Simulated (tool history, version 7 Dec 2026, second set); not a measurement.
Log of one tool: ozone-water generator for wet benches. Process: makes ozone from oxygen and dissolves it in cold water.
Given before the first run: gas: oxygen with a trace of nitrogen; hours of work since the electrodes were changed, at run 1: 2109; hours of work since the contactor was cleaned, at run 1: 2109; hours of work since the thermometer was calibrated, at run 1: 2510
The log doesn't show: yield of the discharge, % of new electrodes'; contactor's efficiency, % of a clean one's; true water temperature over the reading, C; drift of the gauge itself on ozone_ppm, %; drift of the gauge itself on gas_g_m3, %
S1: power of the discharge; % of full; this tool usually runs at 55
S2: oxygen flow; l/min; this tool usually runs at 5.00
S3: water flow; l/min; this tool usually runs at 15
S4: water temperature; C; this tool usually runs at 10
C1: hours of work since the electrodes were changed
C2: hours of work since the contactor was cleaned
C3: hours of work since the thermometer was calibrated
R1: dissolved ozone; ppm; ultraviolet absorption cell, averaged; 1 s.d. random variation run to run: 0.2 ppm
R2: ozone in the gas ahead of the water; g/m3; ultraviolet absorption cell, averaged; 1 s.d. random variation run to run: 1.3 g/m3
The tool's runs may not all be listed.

run	hour	S1	S2	S3	S4	C1	C2	C3	R1	R2
1	0.0	55	5.00	15	10	2109	2109	2510	26.3	215.0
2	148.7	55	3.85	15	10	2248	2248	2648	26.5	249.2
3	261.8	55	3.85	15	10	2353	2353	2754	26.0	250.1
4	373.1	55	5.00	15	10	2457	2457	2857	26.2	215.8
5	440.7	55	5.00	15	10	2519	2519	2920	25.8	213.9
6	526.6	55	5.00	15	10	2599	2599	3000	26.3	211.5
7	644.1	55	5.00	15	10	2709	2709	3109	25.6	213.9
8	794.9	55	5.00	15	10	2849	2849	3249	25.5	212.2
# hour 919.0: contactor cleaned
9	951.2	55	5.00	15	17	2990	30	3391	23.7	210.9
10	1103.1	55	5.00	15	10	3132	171	3532	26.7	208.8
# hour 1112.9: water thermometer calibrated
11	1254.1	55	5.00	15	10	3272	311	131	26.0	210.7
12	1386.9	55	5.00	15	10	3395	435	255	25.8	209.0
# hour 1517.7: water thermometer calibrated, once more
13	1527.3	74	5.00	15	10	3525	565	9	31.9	251.8
14	1615.3	74	5.00	15	10	3607	647	91	31.1	248.2
15	1769.5	74	5.00	15	10	3751	790	234	31.2	251.7
16	1896.0	74	5.00	15	10	3868	908	352	31.7	246.4
17	2046.5	74	5.00	15	10	4008	1048	492	30.8	245.6
18	2193.4	74	5.00	15	6	4145	1184	628	32.6	245.0
19	2345.3	71	5.00	15	7	4286	1326	770	31.0	237.9
20	2485.0	60	2.75	15	8	4416	1456	900	26.3	303.8
21	2604.5	60	2.75	15	8	4527	1567	1011	26.2	299.6
22	2707.1	55	8.25	15	11	4623	1662	1106	23.3	152.2
23	2843.0	67	5.00	12	10	4749	1789	1233	34.6	227.0
24	2944.4	67	5.00	14	10	4843	1883	1327	29.9	225.0
25	3016.1	67	5.00	14	10	4910	1950	1394	29.5	226.7
26	3143.0	67	5.00	14	10	5028	2068	1512	29.6	224.4
27	3295.2	55	2.56	11	10	5170	2209	1653	32.4	288.4
28	3394.7	55	4.06	15	10	5262	2302	1746	24.2	222.5
29	3508.3	55	4.60	12	10	5368	2407	1851	29.5	206.5
30	3605.7	60	5.00	15	10	5458	2498	1942	24.9	207.1
31	3748.0	79	5.00	15	6	5591	2630	2074	31.0	242.7

Describe how what the log doesn't record of the tool's condition differs between the last listed run preceding each entry between runs and the first listed run following it.
Between runs 8 and 9: contactor cleaned (hour 919.0)
  yield of the discharge, % of new electrodes': 90.3 -> 89.9; contactor's efficiency, % of a clean one's: 90.7 -> 99.5; true water temperature over the reading, C: 0.42 -> 0.44
  measured value less the no-hidden-state value, R1: -3.9 -> -2.4 ppm; R2: -18.7 -> -19.5 g/m3
Between runs 10 and 11: water thermometer calibrated (hour 1112.9)
  yield of the discharge, % of new electrodes': 89.5 -> 89.1; contactor's efficiency, % of a clean one's: 99 -> 98.6; true water temperature over the reading, C: 0.45 -> 0.71
  measured value less the no-hidden-state value, R1: -2.9 -> -3.2 ppm; R2: -20.4 -> -21.3 g/m3
Between runs 12 and 13: water thermometer calibrated, once more (hour 1517.7)
  yield of the discharge, % of new electrodes': 88.7 -> 88.3; contactor's efficiency, % of a clean one's: 98.2 -> 97.7; true water temperature over the reading, C: 0.73 -> 0.07
  measured value less the no-hidden-state value, R1: -3.4 -> -4.9 ppm; R2: -22.1 -> -34.6 g/m3
